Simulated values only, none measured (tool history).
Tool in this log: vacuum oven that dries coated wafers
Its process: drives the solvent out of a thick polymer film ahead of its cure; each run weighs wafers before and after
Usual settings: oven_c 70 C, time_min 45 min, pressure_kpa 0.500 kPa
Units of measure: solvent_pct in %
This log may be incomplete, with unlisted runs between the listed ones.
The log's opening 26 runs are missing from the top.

run,hour,oven_c,time_min,pressure_kpa,solvent_pct
27,1049.2,72,44,0.290,0.62
28,1098.0,72,23,0.453,2.23
29,1124.0,62,23,0.336,4.79
# hour 1144.4: vacuum gauge cleaned of residue and calibrated, once more
30,1149.3,73,45,0.522,0.48
31,1185.3,73,45,0.522,0.41
32,1223.7,73,41,0.522,0.60
33,1252.1,59,50,1.153,2.55
34,1276.3,75,45,0.760,0.41
35,1326.1,82,39,1.344,0.33
36,1367.0,63,39,0.483,2.23
37,1393.4,63,39,0.483,2.26
38,1431.0,62,45,0.500,1.91
39,1466.2,70,45,1.678,1.08
40,1518.7,70,64,1.643,0.72

Forecast each of these 3 alternatives for the next run:
A,1549.4,57,30,0.973,?
B,1549.4,70,28,1.643,?
C,1549.4,76,45,0.500,?

run,solvent_pct
A,5.23
B,2.24
C,0.27
The same runs, with their run-to-run variation unchanged, on a tool lacking any hidden condition would have given:
run,solvent_pct
A,4.97
B,2.05
C,0.22
